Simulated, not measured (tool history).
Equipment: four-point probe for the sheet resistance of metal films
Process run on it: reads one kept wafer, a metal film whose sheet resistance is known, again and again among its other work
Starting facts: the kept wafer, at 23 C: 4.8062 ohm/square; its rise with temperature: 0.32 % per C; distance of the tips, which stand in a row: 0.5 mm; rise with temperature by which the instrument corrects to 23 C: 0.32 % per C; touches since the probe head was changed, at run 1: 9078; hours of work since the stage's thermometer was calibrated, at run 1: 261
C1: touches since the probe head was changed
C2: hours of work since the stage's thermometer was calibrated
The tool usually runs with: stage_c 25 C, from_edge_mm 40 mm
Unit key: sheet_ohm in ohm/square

run 1 hour=0 | stage_c=25 from_edge_mm=40 | C1=9078 C2=261 | sheet_ohm=4.812622
run 2 hour=16.6 | stage_c=25 from_edge_mm=40 | C1=9331 C2=269 | sheet_ohm=4.811954
run 3 hour=32.8 | stage_c=20 from_edge_mm=40 | C1=9579 C2=277 | sheet_ohm=4.812833
run 4 hour=45.2 | stage_c=20 from_edge_mm=40 | C1=9768 C2=284 | sheet_ohm=4.812088
run 5 hour=71.7 | stage_c=18 from_edge_mm=40 | C1=10174 C2=297 | sheet_ohm=4.810836
run 6 hour=94.3 | stage_c=18 from_edge_mm=40 | C1=10519 C2=308 | sheet_ohm=4.812123
run 7 hour=116.5 | stage_c=25 from_edge_mm=12 | C1=10857 C2=319 | sheet_ohm=4.815275
run 8 hour=138.3 | stage_c=25 from_edge_mm=12 | C1=11191 C2=330 | sheet_ohm=4.816658
run 9 hour=158.6 | stage_c=25 from_edge_mm=12 | C1=11501 C2=340 | sheet_ohm=4.816394
run 10 hour=183.1 | stage_c=25 from_edge_mm=40 | C1=11875 C2=352 | sheet_ohm=4.811714
run 11 hour=203.6 | stage_c=25 from_edge_mm=40 | C1=12189 C2=362 | sheet_ohm=4.8113
run 12 hour=222.3 | stage_c=25 from_edge_mm=11 | C1=12474 C2=371 | sheet_ohm=4.816339
run 13 hour=247.8 | stage_c=25 from_edge_mm=11 | C1=12864 C2=384 | sheet_ohm=4.815936
run 14 hour=264.3 | stage_c=25 from_edge_mm=40 | C1=13115 C2=392 | sheet_ohm=4.810986
run 15 hour=283.3 | stage_c=25 from_edge_mm=40 | C1=13405 C2=402 | sheet_ohm=4.810066
run 16 hour=297.4 | stage_c=25 from_edge_mm=40 | C1=13621 C2=409 | sheet_ohm=4.810778
run 17 hour=325.9 | stage_c=25 from_edge_mm=40 | C1=14056 C2=423 | sheet_ohm=4.809836
run 18 hour=344.4 | stage_c=25 from_edge_mm=40 | C1=14339 C2=432 | sheet_ohm=4.80989
run 19 hour=356.4 | stage_c=25 from_edge_mm=40 | C1=14522 C2=438 | sheet_ohm=4.80752
run 20 hour=371.4 | stage_c=25 from_edge_mm=40 | C1=14751 C2=445 | sheet_ohm=4.810386
run 21 hour=394.5 | stage_c=25 from_edge_mm=40 | C1=15104 C2=457 | sheet_ohm=4.810939
run 22 hour=408.1 | stage_c=32 from_edge_mm=40 | C1=15311 C2=464 | sheet_ohm=4.809965
run 23 hour=427.3 | stage_c=28 from_edge_mm=7 | C1=15605 C2=473 | sheet_ohm=4.82057
run 24 hour=443.2 | stage_c=25 from_edge_mm=65 | C1=15847 C2=481 | sheet_ohm=4.809281
run 25 hour=465.2 | stage_c=25 from_edge_mm=66 | C1=16184 C2=492 | sheet_ohm=4.80862
run 26 hour=492.8 | stage_c=25 from_edge_mm=66 | C1=16606 C2=506 | sheet_ohm=4.805274
run 27 hour=504.5 | stage_c=19 from_edge_mm=23 | C1=16785 C2=511 | sheet_ohm=4.809531
run 28 hour=522.2 | stage_c=28 from_edge_mm=3 | C1=17055 C2=520 | sheet_ohm=4.878767
run 29 hour=542.2 | stage_c=23 from_edge_mm=65 | C1=17360 C2=530 | sheet_ohm=4.807256
run 30 hour=560.5 | stage_c=34 from_edge_mm=12 | C1=17639 C2=539 | sheet_ohm=4.813722
run 31 hour=580.1 | stage_c=34 from_edge_mm=12 | C1=17939 C2=549 | sheet_ohm=4.812245
run 32 hour=594.5 | stage_c=34 from_edge_mm=8 | C1=18159 C2=556 | sheet_ohm=4.817499
run 33 hour=612.9 | stage_c=34 from_edge_mm=8 | C1=18440 C2=565 | sheet_ohm=4.81763
run 34 hour=625.7 | stage_c=22 from_edge_mm=64 | C1=18635 C2=572 | sheet_ohm=4.806447
run 35 hour=651.5 | stage_c=22 from_edge_mm=64 | C1=19030 C2=584 | sheet_ohm=4.807417
run 36 hour=669.7 | stage_c=30 from_edge_mm=58 | C1=19307 C2=593 | sheet_ohm=4.80624
run 37 hour=696.3 | stage_c=30 from_edge_mm=58 | C1=19715 C2=607 | sheet_ohm=4.807064
run 38 hour=713.2 | stage_c=30 from_edge_mm=58 | C1=19973 C2=615 | sheet_ohm=4.806408
run 39 hour=727.8 | stage_c=27 from_edge_mm=30 | C1=20195 C2=622 | sheet_ohm=4.807568
run 40 hour=749.9 | stage_c=27 from_edge_mm=30 | C1=20534 C2=633 | sheet_ohm=4.8064
run 41 hour=766 | stage_c=27 from_edge_mm=37 | C1=20779 C2=641 | sheet_ohm=4.805731
run 42 hour=793.8 | stage_c=25 from_edge_mm=11 | C1=21204 C2=655 | sheet_ohm=4.811232
run 43 hour=818.7 | stage_c=24 from_edge_mm=69 | C1=21584 C2=667 | sheet_ohm=4.805342
run 44 hour=836.3 | stage_c=24 from_edge_mm=6 | C1=21853 C2=676 | sheet_ohm=4.823853

Each row is a separate what-if for the run after 44, all from the same tool condition, not one after another. Results?
run A hour=850.8 | stage_c=32 from_edge_mm=4 | C1=22074 C2=683 | sheet_ohm=?
run B hour=850.8 | stage_c=19 from_edge_mm=74 | C1=22074 C2=683 | sheet_ohm=?
run C hour=850.8 | stage_c=25 from_edge_mm=27 | C1=22074 C2=683 | sheet_ohm=?
run D hour=850.8 | stage_c=32 from_edge_mm=3 | C1=22074 C2=683 | sheet_ohm=?

run=A sheet_ohm=4.845247
run=B sheet_ohm=4.805001
run=C sheet_ohm=4.8078
run=D sheet_ohm=4.877841
Without the tool's hidden state the same runs would have given:
run=A sheet_ohm=4.846402
run=B sheet_ohm=4.806099
run=C sheet_ohm=4.808922
run=D sheet_ohm=4.879003

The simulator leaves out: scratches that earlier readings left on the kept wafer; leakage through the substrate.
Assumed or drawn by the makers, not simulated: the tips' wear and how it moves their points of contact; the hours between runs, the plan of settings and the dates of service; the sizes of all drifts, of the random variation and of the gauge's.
